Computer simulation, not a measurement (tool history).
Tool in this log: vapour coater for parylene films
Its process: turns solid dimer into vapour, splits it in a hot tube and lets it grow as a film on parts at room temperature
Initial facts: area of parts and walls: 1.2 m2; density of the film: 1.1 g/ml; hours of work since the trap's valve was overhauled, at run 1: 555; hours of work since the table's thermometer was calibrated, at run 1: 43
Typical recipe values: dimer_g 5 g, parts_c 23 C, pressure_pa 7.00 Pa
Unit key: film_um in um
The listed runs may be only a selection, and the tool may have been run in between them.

run	hour	dimer_g	parts_c	pressure_pa	hours of work since the trap's valve was overhauled	hours of work since the table's thermometer was calibrated	film_um
1	0.0	5	23	7.00	555	43	1.76
2	13.6	4	23	7.00	564	52	1.42
3	29.1	4	23	7.00	573	61	1.46
4	38.6	4	23	7.00	579	67	1.45
5	49.7	5	23	7.00	586	74	1.77
6	56.5	5	23	7.00	590	78	1.82
7	70.3	5	23	4.83	599	87	1.91
8	78.2	4	23	7.00	604	92	1.41
9	93.6	5	23	7.00	613	101	1.79
10	104.1	5	23	4.62	620	108	2.03
# hour 111.8: trap's valve overhauled
11	121.3	5	23	4.62	6	116	1.99
12	133.6	5	23	4.62	14	124	1.99
13	142.9	5	23	4.62	19	130	2.02
14	149.7	5	23	4.62	24	134	1.99
15	164.3	9	23	7.00	33	143	3.23
16	176.5	9	23	7.00	40	150	3.21
17	183.6	9	23	7.00	45	155	3.24
18	193.1	5	23	7.00	51	161	1.80
19	206.1	5	23	7.00	59	169	1.78
20	219.0	5	23	7.00	67	177	1.78
21	228.6	6	23	7.00	73	183	2.19
22	241.8	6	23	7.00	81	191	2.16
23	252.5	6	23	7.00	87	198	2.14
24	264.7	6	23	7.00	95	205	2.14
25	274.3	3	28	3.44	101	211	1.06
26	283.9	2	17	6.56	107	217	0.96
27	293.8	2	25	4.14	113	223	0.74
28	304.3	5	23	11.13	120	230	1.60
29	311.7	4	29	7.00	124	235	1.12
30	320.9	5	19	4.20	130	240	2.44
31	328.0	2	18	6.76	134	245	0.90
32	334.4	5	17	7.00	138	249	2.27
33	343.6	5	32	2.05	144	254	1.71
34	354.3	5	32	2.05	151	261	1.70
35	369.4	5	23	8.98	160	270	1.67
36	381.2	7	15	3.01	167	278	4.29
37	392.5	4	25	10.42	174	285	1.22
38	400.9	5	20	10.42	180	290	1.82
39	414.4	6	30	5.03	188	298	1.73
40	425.9	6	30	5.03	195	306	1.75
41	439.5	6	30	5.93	204	314	1.68
42	452.7	6	30	5.93	212	322	1.74
43	462.8	6	30	5.93	218	328	1.72
44	469.8	4	23	5.18	223	333	1.56
45	484.0	4	23	5.18	231	342	1.51
46	490.6	7	23	5.18	235	346	2.68
47	498.0	7	23	3.97	240	350	2.90
48	512.4	7	23	3.97	249	359	2.90

For each entry between runs, how does the tool's hidden state at the last listed run before it compare with that at the first listed run after it?
After run 10, before run 11: trap's valve overhauled (hour 111.8)
  vapour lost through the trap's worn valve, %: 0.6 -> 0
